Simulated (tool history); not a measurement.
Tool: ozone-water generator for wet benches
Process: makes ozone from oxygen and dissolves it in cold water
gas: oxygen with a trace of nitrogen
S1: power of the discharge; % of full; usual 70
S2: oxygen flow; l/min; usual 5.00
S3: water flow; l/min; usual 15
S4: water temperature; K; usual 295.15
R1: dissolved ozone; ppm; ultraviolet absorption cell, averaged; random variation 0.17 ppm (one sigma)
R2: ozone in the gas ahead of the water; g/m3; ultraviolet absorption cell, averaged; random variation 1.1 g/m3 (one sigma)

run	day	S1	S2	S3	S4	R1	R2
1	0.000	70	5.00	15	295.15	21.8	195.2
2	1.942	70	5.00	15	295.15	22.0	194.2
3	4.250	70	3.29	15	295.15	20.5	225.5
4	7.162	70	3.29	15	295.15	20.4	224.7
5	8.692	70	5.00	15	291.15	23.7	194.6
6	11.429	99	5.00	15	295.15	29.6	261.8
7	14.308	70	3.38	15	295.15	20.7	224.0
8	16.096	70	3.38	15	295.15	20.5	222.1
9	18.258	70	3.38	15	295.15	20.9	222.5
10	20.012	70	3.38	15	295.15	20.1	220.8
11	22.546	70	3.38	15	295.15	20.4	223.2
12	25.117	70	3.38	15	295.15	20.2	221.6
13	26.596	70	3.38	15	295.15	20.7	221.8
14	28.175	70	3.38	15	295.15	20.4	221.5
15	31.046	70	3.38	15	295.15	20.5	224.8
16	34.212	70	3.38	15	295.15	20.5	222.2
17	37.179	77	3.30	18	293.15	19.0	244.2

Run 18 comes next. What will it give?
18	39.575	42	3.30	10	293.15	?	?

R1: 18.0 ppm
R2: 146.1 g/m3
Without the tool's hidden state the same run would have given R1 18.0 ppm, R2 146.1 g/m3.
